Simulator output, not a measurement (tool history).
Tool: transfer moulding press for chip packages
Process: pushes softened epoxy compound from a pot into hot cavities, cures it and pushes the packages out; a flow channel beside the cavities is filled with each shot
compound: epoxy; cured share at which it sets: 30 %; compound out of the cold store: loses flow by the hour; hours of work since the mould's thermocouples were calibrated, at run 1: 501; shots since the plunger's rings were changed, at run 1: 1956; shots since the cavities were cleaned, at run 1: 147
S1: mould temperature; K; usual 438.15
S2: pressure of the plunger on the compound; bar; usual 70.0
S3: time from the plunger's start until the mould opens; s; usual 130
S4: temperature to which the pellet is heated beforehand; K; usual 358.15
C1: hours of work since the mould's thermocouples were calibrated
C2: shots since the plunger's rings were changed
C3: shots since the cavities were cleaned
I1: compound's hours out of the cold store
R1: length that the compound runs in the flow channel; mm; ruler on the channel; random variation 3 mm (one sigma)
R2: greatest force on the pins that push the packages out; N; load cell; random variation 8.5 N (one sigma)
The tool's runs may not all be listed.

run	hour	S1	S2	S3	S4	C1	C2	C3	I1	R1	R2
1	0.0	438.15	70.0	130	358.15	501	1956	147	19.8	749	526
# hour 28.4: cavities cleaned with cleaning compound and waxed
2	36.2	438.15	70.0	130	358.15	527	2327	83	23.2	730	783
# hour 69.3: cavities cleaned with cleaning compound and waxed
3	76.6	438.15	78.0	130	358.15	557	2743	78	9.2	819	460
4	98.1	438.15	78.0	130	358.15	573	2972	307	20.2	776	597
# hour 112.2: cavities cleaned with cleaning compound and waxed
5	129.8	441.15	70.0	130	358.15	597	3295	188	22.1	718	512
# hour 152.1: cavities cleaned with cleaning compound and waxed
6	181.5	441.15	70.0	130	358.15	635	3831	314	34.7	674	569
# hour 191.8: cavities cleaned with cleaning compound and waxed
7	219.2	441.15	70.0	130	358.15	663	4218	293	35.5	670	565
# hour 227.5: cavities cleaned with cleaning compound and waxed, once more
8	258.9	438.15	70.0	130	358.15	692	4626	336	19.8	726	607
# hour 270.9: cavities cleaned with cleaning compound and waxed
# hour 287.5: mould's thermocouples calibrated
9	291.5	438.15	70.0	130	358.15	3	4937	199	35.0	674	510
# hour 315.2: cavities cleaned with cleaning compound and waxed
10	340.3	438.15	70.0	130	358.15	39	5443	269	45.3	637	542
# hour 356.1: cavities cleaned with cleaning compound and waxed
11	369.8	438.15	70.0	130	358.15	61	5742	147	16.1	727	519
# hour 398.8: cavities cleaned with cleaning compound and waxed
12	411.7	438.15	70.0	130	358.15	92	6173	138	33.6	671	498
# hour 423.1: plunger's sealing rings changed
# hour 441.3: cavities cleaned with cleaning compound and waxed
13	466.6	438.15	70.0	130	358.15	131	449	271	9.3	793	557
# hour 483.8: cavities cleaned with cleaning compound and waxed
14	502.2	438.15	70.2	130	364.15	157	813	197	15.7	767	540
# hour 527.5: cavities cleaned with cleaning compound and waxed
15	530.2	443.15	70.0	130	364.15	177	1096	29	31.8	692	360
# hour 567.8: cavities cleaned with cleaning compound and waxed
16	584.2	443.15	74.4	130	361.15	217	1657	175	39.1	692	453
# hour 609.4: cavities cleaned with cleaning compound and waxed
17	626.5	437.15	74.4	110	348.15	249	2093	183	21.3	765	693
# hour 650.9: cavities cleaned with cleaning compound and waxed
18	658.5	445.15	87.5	110	350.15	272	2418	80	9.7	839	434
19	681.7	445.15	87.5	110	357.15	290	2667	329	27.6	774	555
# hour 692.2: cavities cleaned with cleaning compound and waxed
20	720.9	445.15	87.5	110	357.15	319	3070	307	28.3	764	565
# hour 731.7: cavities cleaned with cleaning compound and waxed
21	758.3	438.15	71.9	130	358.15	346	3453	284	9.4	785	579
# hour 773.2: cavities cleaned with cleaning compound and waxed
22	805.5	431.15	70.0	135	358.15	381	3941	344	35.7	702	857
# hour 813.4: cavities cleaned with cleaning compound and waxed
# hour 853.6: cavities cleaned with cleaning compound and waxed
23	855.8	431.15	70.0	135	358.15	417	4447	24	29.3	723	559
# hour 893.6: cavities cleaned with cleaning compound and waxed
24	904.3	442.15	84.7	135	358.15	453	4948	114	12.9	807	427
# hour 933.2: cavities cleaned with cleaning compound and waxed
25	935.0	442.15	84.7	135	358.15	476	5261	19	8.2	819	343

How the hidden state differs across the entries between the runs, from the last listed run before each to the first after it:
Between runs 1 and 2: cavities cleaned with cleaning compound and waxed (hour 28.4)
  true mould temperature over the reading, C: -0.78 -> -0.84; pressure that reaches the compound, % of what is set: 95.97 -> 95.32; grip of the stained cavities, % over clean ones': 32.6 -> 97.3
  measured less the result without the state, R1: -12 -> -14 mm; R2: +141 -> +395 N
Between runs 2 and 3: cavities cleaned with cleaning compound and waxed (hour 69.3)
  true mould temperature over the reading, C: -0.84 -> -0.9; pressure that reaches the compound, % of what is set: 95.32 -> 94.53; grip of the stained cavities, % over clean ones': 97.3 -> 17.9
  measured less the result without the state, R1: -14 -> -19 mm; R2: +395 -> +83 N
Between runs 4 and 5: cavities cleaned with cleaning compound and waxed (hour 112.2)
  true mould temperature over the reading, C: -0.94 -> -0.98; pressure that reaches the compound, % of what is set: 94.12 -> 93.48; grip of the stained cavities, % over clean ones': 53 -> 39.6
  measured less the result without the state, R1: -20 -> -21 mm; R2: +219 -> +151 N
Between runs 5 and 6: cavities cleaned with cleaning compound and waxed (hour 152.1)
  true mould temperature over the reading, C: -0.98 -> -1.06; pressure that reaches the compound, % of what is set: 93.48 -> 92.5; grip of the stained cavities, % over clean ones': 39.6 -> 57
  measured less the result without the state, R1: -21 -> -23 mm; R2: +151 -> +213 N
Between runs 6 and 7: cavities cleaned with cleaning compound and waxed (hour 191.8)
  true mould temperature over the reading, C: -1.06 -> -1.12; pressure that reaches the compound, % of what is set: 92.5 -> 91.79; grip of the stained cavities, % over clean ones': 57 -> 55.8
  measured less the result without the state, R1: -23 -> -26 mm; R2: +213 -> +210 N
Between runs 7 and 8: cavities cleaned with cleaning compound and waxed, once more (hour 227.5)
  true mould temperature over the reading, C: -1.12 -> -1.17; pressure that reaches the compound, % of what is set: 91.79 -> 91.03; grip of the stained cavities, % over clean ones': 55.8 -> 61
  measured less the result without the state, R1: -26 -> -30 mm; R2: +210 -> +250 N
Between runs 8 and 9: cavities cleaned with cleaning compound and waxed (hour 270.9); mould's thermocouples calibrated (hour 287.5)
  true mould temperature over the reading, C: -1.17 -> 0.03; pressure that reaches the compound, % of what is set: 91.03 -> 90.46; grip of the stained cavities, % over clean ones': 61 -> 39.2
  measured less the result without the state, R1: -30 -> -35 mm; R2: +250 -> +143 N
Between runs 9 and 10: cavities cleaned with cleaning compound and waxed (hour 315.2)
  true mould temperature over the reading, C: 0.03 -> -0.05; pressure that reaches the compound, % of what is set: 90.46 -> 89.5; grip of the stained cavities, % over clean ones': 39.2 -> 50.9
  measured less the result without the state, R1: -35 -> -36 mm; R2: +143 -> +184 N
Between runs 10 and 11: cavities cleaned with cleaning compound and waxed (hour 356.1)
  true mould temperature over the reading, C: -0.05 -> -0.09; pressure that reaches the compound, % of what is set: 89.5 -> 88.98; grip of the stained cavities, % over clean ones': 50.9 -> 33.8
  measured less the result without the state, R1: -36 -> -44 mm; R2: +184 -> +132 N
Between runs 11 and 12: cavities cleaned with cleaning compound and waxed (hour 398.8)
  true mould temperature over the reading, C: -0.09 -> -0.15; pressure that reaches the compound, % of what is set: 88.98 -> 88.17; grip of the stained cavities, % over clean ones': 33.8 -> 31.7
  measured less the result without the state, R1: -44 -> -43 mm; R2: +132 -> +120 N
Between runs 12 and 13: plunger's sealing rings changed (hour 423.1); cavities cleaned with cleaning compound and waxed (hour 441.3)
  true mould temperature over the reading, C: -0.15 -> -0.22; pressure that reaches the compound, % of what is set: 88.17 -> 99.15; grip of the stained cavities, % over clean ones': 31.7 -> 52.8
  measured less the result without the state, R1: -43 -> -2 mm; R2: +120 -> +194 N
Between runs 13 and 14: cavities cleaned with cleaning compound and waxed (hour 483.8)
  true mould temperature over the reading, C: -0.22 -> -0.27; pressure that reaches the compound, % of what is set: 99.15 -> 98.52; grip of the stained cavities, % over clean ones': 52.8 -> 41.4
  measured less the result without the state, R1: -2 -> -4 mm; R2: +194 -> +163 N
Between runs 14 and 15: cavities cleaned with cleaning compound and waxed (hour 527.5)
  true mould temperature over the reading, C: -0.27 -> -0.31; pressure that reaches the compound, % of what is set: 98.52 -> 98.01; grip of the stained cavities, % over clean ones': 41.4 -> 7.6
  measured less the result without the state, R1: -4 -> -6 mm; R2: +163 -> +27 N
Between runs 15 and 16: cavities cleaned with cleaning compound and waxed (hour 567.8)
  true mould temperature over the reading, C: -0.31 -> -0.4; pressure that reaches the compound, % of what is set: 98.01 -> 97.04; grip of the stained cavities, % over clean ones': 7.6 -> 34.8
  measured less the result without the state, R1: -6 -> -9 mm; R2: +27 -> +118 N
Between runs 16 and 17: cavities cleaned with cleaning compound and waxed (hour 609.4)
  true mould temperature over the reading, C: -0.4 -> -0.46; pressure that reaches the compound, % of what is set: 97.04 -> 96.22; grip of the stained cavities, % over clean ones': 34.8 -> 35.9
  measured less the result without the state, R1: -9 -> -14 mm; R2: +118 -> +201 N
Between runs 17 and 18: cavities cleaned with cleaning compound and waxed (hour 650.9)
  true mould temperature over the reading, C: -0.46 -> -0.51; pressure that reaches the compound, % of what is set: 96.22 -> 95.61; grip of the stained cavities, % over clean ones': 35.9 -> 17.9
  measured less the result without the state, R1: -14 -> -17 mm; R2: +201 -> +70 N
Between runs 19 and 20: cavities cleaned with cleaning compound and waxed (hour 692.2)
  true mould temperature over the reading, C: -0.54 -> -0.6; pressure that reaches the compound, % of what is set: 95.16 -> 94.47; grip of the stained cavities, % over clean ones': 56.2 -> 56.7
  measured less the result without the state, R1: -17 -> -19 mm; R2: +205 -> +208 N
Between runs 20 and 21: cavities cleaned with cleaning compound and waxed (hour 731.7)
  true mould temperature over the reading, C: -0.6 -> -0.65; pressure that reaches the compound, % of what is set: 94.47 -> 93.71; grip of the stained cavities, % over clean ones': 56.7 -> 51.3
  measured less the result without the state, R1: -19 -> -23 mm; R2: +208 -> +205 N
Between runs 21 and 22: cavities cleaned with cleaning compound and waxed (hour 773.2)
  true mould temperature over the reading, C: -0.65 -> -0.72; pressure that reaches the compound, % of what is set: 93.71 -> 92.91; grip of the stained cavities, % over clean ones': 51.3 -> 60.4
  measured less the result without the state, R1: -23 -> -24 mm; R2: +205 -> +348 N
Between runs 22 and 23: cavities cleaned with cleaning compound and waxed (hour 813.4); cavities cleaned with cleaning compound and waxed (hour 853.6)
  true mould temperature over the reading, C: -0.72 -> -0.79; pressure that reaches the compound, % of what is set: 92.91 -> 91.94; grip of the stained cavities, % over clean ones': 60.4 -> 6.5
  measured less the result without the state, R1: -24 -> -28 mm; R2: +348 -> +61 N
Between runs 23 and 24: cavities cleaned with cleaning compound and waxed (hour 893.6)
  true mould temperature over the reading, C: -0.79 -> -0.87; pressure that reaches the compound, % of what is set: 91.94 -> 91.07; grip of the stained cavities, % over clean ones': 6.5 -> 26.3
  measured less the result without the state, R1: -28 -> -35 mm; R2: +61 -> +94 N
Between runs 24 and 25: cavities cleaned with cleaning compound and waxed (hour 933.2)
  true mould temperature over the reading, C: -0.87 -> -0.91; pressure that reaches the compound, % of what is set: 91.07 -> 90.58; grip of the stained cavities, % over clean ones': 26.3 -> 6.3
  measured less the result without the state, R1: -35 -> -38 mm; R2: +94 -> +25 N

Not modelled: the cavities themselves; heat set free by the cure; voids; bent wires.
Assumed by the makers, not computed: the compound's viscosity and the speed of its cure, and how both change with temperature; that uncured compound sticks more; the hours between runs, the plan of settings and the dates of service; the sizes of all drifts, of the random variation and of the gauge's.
